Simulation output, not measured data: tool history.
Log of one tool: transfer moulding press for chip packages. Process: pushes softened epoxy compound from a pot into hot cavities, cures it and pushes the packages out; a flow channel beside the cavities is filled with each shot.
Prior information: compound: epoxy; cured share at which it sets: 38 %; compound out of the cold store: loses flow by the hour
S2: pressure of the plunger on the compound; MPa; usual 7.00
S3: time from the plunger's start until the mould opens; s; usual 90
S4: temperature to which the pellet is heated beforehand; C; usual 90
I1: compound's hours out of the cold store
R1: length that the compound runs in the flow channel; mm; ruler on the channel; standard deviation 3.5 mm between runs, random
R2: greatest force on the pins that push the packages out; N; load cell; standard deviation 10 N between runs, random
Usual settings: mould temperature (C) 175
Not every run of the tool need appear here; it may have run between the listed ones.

run 1 hour=0.0 | mould_temperature_(C)=175 S2=7.00 S3=90 S4=90 | I1=31.6 | R1=646 R2=823
run 2 hour=14.0 | mould_temperature_(C)=175 S2=7.00 S3=90 S4=90 | I1=24.9 | R1=640 R2=895
-- hour=21.0 cavities cleaned with cleaning compound and waxed
run 3 hour=31.8 | mould_temperature_(C)=175 S2=7.00 S3=90 S4=90 | I1=47.1 | R1=615 R2=963
run 4 hour=45.8 | mould_temperature_(C)=175 S2=7.00 S3=90 S4=90 | I1=24.0 | R1=640 R2=974
run 5 hour=56.6 | mould_temperature_(C)=175 S2=7.00 S3=90 S4=90 | I1=23.1 | R1=643 R2=1029
run 6 hour=74.1 | mould_temperature_(C)=175 S2=7.00 S3=90 S4=90 | I1=25.8 | R1=644 R2=1046
-- hour=92.2 plunger's sealing rings changed
run 7 hour=92.3 | mould_temperature_(C)=175 S2=7.00 S3=90 S4=90 | I1=40.3 | R1=653 R2=1020
-- hour=105.8 cavities cleaned with cleaning compound and waxed, once more
run 8 hour=110.7 | mould_temperature_(C)=175 S2=7.00 S3=90 S4=90 | I1=22.2 | R1=679 R2=543
run 9 hour=127.5 | mould_temperature_(C)=175 S2=7.00 S3=90 S4=90 | I1=34.8 | R1=658 R2=637
run 10 hour=143.0 | mould_temperature_(C)=175 S2=7.00 S3=90 S4=90 | I1=42.1 | R1=650 R2=709
run 11 hour=159.9 | mould_temperature_(C)=168 S2=7.00 S3=90 S4=90 | I1=46.8 | R1=674 R2=1345
run 12 hour=167.7 | mould_temperature_(C)=168 S2=7.00 S3=90 S4=90 | I1=44.5 | R1=676 R2=1386
run 13 hour=180.3 | mould_temperature_(C)=168 S2=7.00 S3=90 S4=90 | I1=23.0 | R1=694 R2=1482
run 14 hour=193.0 | mould_temperature_(C)=175 S2=7.00 S3=90 S4=90 | I1=8.8 | R1=691 R2=965
-- hour=203.2 cavities cleaned with cleaning compound and waxed
run 15 hour=208.4 | mould_temperature_(C)=175 S2=7.69 S3=90 S4=95 | I1=45.1 | R1=670 R2=524
run 16 hour=216.6 | mould_temperature_(C)=178 S2=7.69 S3=75 S4=85 | I1=8.5 | R1=714 R2=785
run 17 hour=232.5 | mould_temperature_(C)=181 S2=7.00 S3=90 S4=84 | I1=34.2 | R1=629 R2=512
run 18 hour=244.1 | mould_temperature_(C)=177 S2=8.13 S3=92 S4=92 | I1=20.9 | R1=709 R2=634
run 19 hour=257.2 | mould_temperature_(C)=173 S2=8.13 S3=79 S4=99 | I1=15.0 | R1=735 R2=1221
run 20 hour=267.6 | mould_temperature_(C)=175 S2=6.91 S3=107 S4=90 | I1=13.1 | R1=676 R2=618
run 21 hour=279.7 | mould_temperature_(C)=178 S2=7.00 S3=90 S4=90 | I1=41.8 | R1=624 R2=709
run 22 hour=288.3 | mould_temperature_(C)=178 S2=7.00 S3=90 S4=90 | I1=12.4 | R1=659 R2=768
run 23 hour=298.2 | mould_temperature_(C)=169 S2=5.99 S3=123 S4=91 | I1=33.6 | R1=618 R2=787
-- hour=300.5 cavities cleaned with cleaning compound and waxed
run 24 hour=309.9 | mould_temperature_(C)=179 S2=7.00 S3=90 S4=85 | I1=25.1 | R1=638 R2=433
run 25 hour=317.3 | mould_temperature_(C)=176 S2=5.31 S3=90 S4=82 | I1=17.2 | R1=576 R2=595
run 26 hour=330.2 | mould_temperature_(C)=176 S2=5.31 S3=90 S4=82 | I1=39.9 | R1=554 R2=627
run 27 hour=343.7 | mould_temperature_(C)=176 S2=5.31 S3=90 S4=82 | I1=40.8 | R1=549 R2=727
run 28 hour=356.0 | mould_temperature_(C)=176 S2=5.31 S3=90 S4=82 | I1=13.3 | R1=575 R2=817

Branching from run 28: 4 alternative next runs. What would each branch give?
run A hour=369.6 | mould_temperature_(C)=179 S2=5.31 S3=90 S4=82 | I1=42.4 | R1=? R2=?
run B hour=369.6 | mould_temperature_(C)=172 S2=8.28 S3=81 S4=82 | I1=28.5 | R1=? R2=?
run C hour=369.6 | mould_temperature_(C)=175 S2=6.70 S3=117 S4=90 | I1=44.1 | R1=? R2=?
run D hour=369.6 | mould_temperature_(C)=179 S2=6.30 S3=124 S4=90 | I1=23.6 | R1=? R2=?

run=A R1=539 R2=642
run=B R1=715 R2=1431
run=C R1=613 R2=582
run=D R1=614 R2=564
Had the tool no hidden state, the same runs would have come out as:
run=A R1=558 R2=350
run=B R1=741 R2=779
run=C R1=635 R2=324
run=D R1=636 R2=317

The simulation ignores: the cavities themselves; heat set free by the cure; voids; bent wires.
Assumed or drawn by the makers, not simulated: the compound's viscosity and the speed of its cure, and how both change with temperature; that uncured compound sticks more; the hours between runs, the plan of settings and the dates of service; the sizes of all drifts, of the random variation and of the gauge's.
